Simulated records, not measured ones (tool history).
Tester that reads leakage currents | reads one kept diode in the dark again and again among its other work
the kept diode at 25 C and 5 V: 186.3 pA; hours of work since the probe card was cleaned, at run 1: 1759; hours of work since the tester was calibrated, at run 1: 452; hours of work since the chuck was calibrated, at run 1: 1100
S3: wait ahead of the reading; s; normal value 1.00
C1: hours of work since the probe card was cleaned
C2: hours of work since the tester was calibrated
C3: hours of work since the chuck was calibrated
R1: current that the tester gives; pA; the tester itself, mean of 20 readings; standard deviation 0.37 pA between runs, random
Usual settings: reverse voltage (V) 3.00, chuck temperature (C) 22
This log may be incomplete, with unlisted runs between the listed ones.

{"run": 1, "hour": 0.0, "reverse voltage (V)": 3.0, "chuck temperature (C)": 22, "S3": 1.0, "C1": 1759, "C2": 452, "C3": 1100, "R1": 137.51}
{"run": 2, "hour": 45.9, "reverse voltage (V)": 3.0, "chuck temperature (C)": 22, "S3": 1.0, "C1": 1796, "C2": 488, "C3": 1136, "R1": 137.9}
{"run": 3, "hour": 74.9, "reverse voltage (V)": 3.0, "chuck temperature (C)": 22, "S3": 1.0, "C1": 1818, "C2": 511, "C3": 1159, "R1": 137.92}
{"run": 4, "hour": 100.2, "reverse voltage (V)": 3.0, "chuck temperature (C)": 22, "S3": 1.0, "C1": 1838, "C2": 531, "C3": 1179, "R1": 138.11}
{"run": 5, "hour": 135.0, "reverse voltage (V)": 3.0, "chuck temperature (C)": 22, "S3": 1.0, "C1": 1866, "C2": 558, "C3": 1206, "R1": 138.71}
{"run": 6, "hour": 180.6, "reverse voltage (V)": 3.0, "chuck temperature (C)": 22, "S3": 1.0, "C1": 1902, "C2": 594, "C3": 1242, "R1": 138.85}
{"run": 7, "hour": 200.3, "reverse voltage (V)": 3.0, "chuck temperature (C)": 22, "S3": 1.0, "C1": 1917, "C2": 610, "C3": 1257, "R1": 139.62}
{"run": 8, "hour": 241.9, "reverse voltage (V)": 3.0, "chuck temperature (C)": 22, "S3": 1.0, "C1": 1950, "C2": 643, "C3": 1290, "R1": 140.22}
{"run": 9, "hour": 284.9, "reverse voltage (V)": 3.0, "chuck temperature (C)": 22, "S3": 1.0, "C1": 1984, "C2": 676, "C3": 1324, "R1": 141.59}
{"run": 10, "hour": 322.1, "reverse voltage (V)": 3.0, "chuck temperature (C)": 22, "S3": 1.0, "C1": 2013, "C2": 706, "C3": 1353, "R1": 140.5}
{"run": 11, "hour": 351.8, "reverse voltage (V)": 3.0, "chuck temperature (C)": 22, "S3": 5.47, "C1": 2037, "C2": 729, "C3": 1377, "R1": 140.86}
{"hour": 369.0, "done": "chuck's temperature calibrated"}
{"run": 12, "hour": 377.2, "reverse voltage (V)": 3.0, "chuck temperature (C)": 22, "S3": 1.0, "C1": 2055, "C2": 748, "C3": 6, "R1": 125.64}
{"run": 13, "hour": 413.8, "reverse voltage (V)": 3.0, "chuck temperature (C)": 46, "S3": 1.0, "C1": 2084, "C2": 776, "C3": 35, "R1": 770.35}
{"run": 14, "hour": 436.3, "reverse voltage (V)": 3.0, "chuck temperature (C)": 22, "S3": 1.0, "C1": 2102, "C2": 794, "C3": 53, "R1": 126.62}
{"run": 15, "hour": 472.4, "reverse voltage (V)": 3.0, "chuck temperature (C)": 22, "S3": 1.0, "C1": 2130, "C2": 823, "C3": 81, "R1": 127.33}
{"run": 16, "hour": 497.9, "reverse voltage (V)": 3.0, "chuck temperature (C)": 50, "S3": 1.0, "C1": 2150, "C2": 843, "C3": 102, "R1": 1024.79}
{"hour": 518.0, "done": "probe card cleaned and baked"}
{"run": 17, "hour": 536.2, "reverse voltage (V)": 3.0, "chuck temperature (C)": 50, "S3": 1.0, "C1": 14, "C2": 870, "C3": 129, "R1": 1026.21}
{"run": 18, "hour": 578.8, "reverse voltage (V)": 3.0, "chuck temperature (C)": 50, "S3": 1.0, "C1": 48, "C2": 904, "C3": 163, "R1": 1025.24}
{"run": 19, "hour": 605.6, "reverse voltage (V)": 3.0, "chuck temperature (C)": 50, "S3": 0.31, "C1": 69, "C2": 925, "C3": 184, "R1": 1023.86}
{"run": 20, "hour": 638.4, "reverse voltage (V)": 3.0, "chuck temperature (C)": 22, "S3": 5.9, "C1": 95, "C2": 951, "C3": 210, "R1": 121.85}
{"run": 21, "hour": 674.6, "reverse voltage (V)": 1.15, "chuck temperature (C)": 59, "S3": 1.0, "C1": 123, "C2": 980, "C3": 238, "R1": 1327.88}
{"run": 22, "hour": 721.8, "reverse voltage (V)": 3.0, "chuck temperature (C)": 46, "S3": 0.68, "C1": 161, "C2": 1017, "C3": 276, "R1": 779.79}
{"run": 23, "hour": 750.8, "reverse voltage (V)": 3.24, "chuck temperature (C)": 22, "S3": 9.63, "C1": 183, "C2": 1040, "C3": 298, "R1": 127.18}
{"run": 24, "hour": 797.1, "reverse voltage (V)": 1.32, "chuck temperature (C)": 22, "S3": 2.84, "C1": 220, "C2": 1076, "C3": 335, "R1": 91.61}
{"run": 25, "hour": 842.3, "reverse voltage (V)": 1.32, "chuck temperature (C)": 22, "S3": 2.84, "C1": 255, "C2": 1112, "C3": 370, "R1": 91.79}
{"run": 26, "hour": 871.7, "reverse voltage (V)": 3.0, "chuck temperature (C)": 22, "S3": 3.73, "C1": 279, "C2": 1135, "C3": 394, "R1": 125.22}
{"run": 27, "hour": 918.7, "reverse voltage (V)": 4.27, "chuck temperature (C)": 22, "S3": 3.51, "C1": 316, "C2": 1172, "C3": 431, "R1": 143.4}
{"run": 28, "hour": 964.1, "reverse voltage (V)": 18.88, "chuck temperature (C)": 35, "S3": 3.51, "C1": 351, "C2": 1207, "C3": 466, "R1": 702.72}
{"run": 29, "hour": 992.5, "reverse voltage (V)": 3.12, "chuck temperature (C)": 29, "S3": 1.0, "C1": 374, "C2": 1230, "C3": 489, "R1": 227.29}
{"run": 30, "hour": 1029.7, "reverse voltage (V)": 3.0, "chuck temperature (C)": 38, "S3": 0.44, "C1": 403, "C2": 1259, "C3": 518, "R1": 444.15}
{"run": 31, "hour": 1073.9, "reverse voltage (V)": 3.0, "chuck temperature (C)": 38, "S3": 0.44, "C1": 438, "C2": 1294, "C3": 553, "R1": 447.35}
{"run": 32, "hour": 1109.5, "reverse voltage (V)": 3.49, "chuck temperature (C)": 28, "S3": 4.36, "C1": 466, "C2": 1322, "C3": 581, "R1": 218.31}
{"run": 33, "hour": 1139.4, "reverse voltage (V)": 16.92, "chuck temperature (C)": 22, "S3": 8.73, "C1": 489, "C2": 1346, "C3": 604, "R1": 248.07}
{"run": 34, "hour": 1171.2, "reverse voltage (V)": 16.92, "chuck temperature (C)": 22, "S3": 8.73, "C1": 514, "C2": 1371, "C3": 629, "R1": 248.5}
{"run": 35, "hour": 1193.4, "reverse voltage (V)": 15.52, "chuck temperature (C)": 47, "S3": 1.92, "C1": 532, "C2": 1388, "C3": 647, "R1": 1581.62}
{"run": 36, "hour": 1240.1, "reverse voltage (V)": 3.73, "chuck temperature (C)": 23, "S3": 1.92, "C1": 569, "C2": 1425, "C3": 684, "R1": 152.99}
{"run": 37, "hour": 1282.4, "reverse voltage (V)": 1.11, "chuck temperature (C)": 52, "S3": 3.72, "C1": 602, "C2": 1458, "C3": 717, "R1": 852.63}
{"run": 38, "hour": 1330.0, "reverse voltage (V)": 1.11, "chuck temperature (C)": 52, "S3": 3.72, "C1": 640, "C2": 1496, "C3": 755, "R1": 850.36}
{"run": 39, "hour": 1366.3, "reverse voltage (V)": 1.21, "chuck temperature (C)": 47, "S3": 3.72, "C1": 668, "C2": 1524, "C3": 783, "R1": 622.52}
{"run": 40, "hour": 1404.6, "reverse voltage (V)": 1.21, "chuck temperature (C)": 47, "S3": 3.72, "C1": 698, "C2": 1554, "C3": 813, "R1": 621.79}

Forecast each of these 4 alternatives for the next run:
{"run": "A", "hour": 1425.9, "reverse voltage (V)": 3.0, "chuck temperature (C)": 29, "S3": 1.0, "C1": 715, "C2": 1571, "C3": 830, "R1": "?"}
{"run": "B", "hour": 1425.9, "reverse voltage (V)": 4.48, "chuck temperature (C)": 48, "S3": 1.15, "C1": 715, "C2": 1571, "C3": 830, "R1": "?"}
{"run": "C", "hour": 1425.9, "reverse voltage (V)": 4.97, "chuck temperature (C)": 23, "S3": 8.37, "C1": 715, "C2": 1571, "C3": 830, "R1": "?"}
{"run": "D", "hour": 1425.9, "reverse voltage (V)": 1.94, "chuck temperature (C)": 34, "S3": 0.31, "C1": 715, "C2": 1571, "C3": 830, "R1": "?"}

run=A R1=228.75
run=B R1=1087.74
run=C R1=171.23
run=D R1=287.25
Stripped of hidden state, with their random variation kept, the same runs would have yielded:
run=A R1=212.95
run=B R1=1027.05
run=C R1=157.28
run=D R1=269.18

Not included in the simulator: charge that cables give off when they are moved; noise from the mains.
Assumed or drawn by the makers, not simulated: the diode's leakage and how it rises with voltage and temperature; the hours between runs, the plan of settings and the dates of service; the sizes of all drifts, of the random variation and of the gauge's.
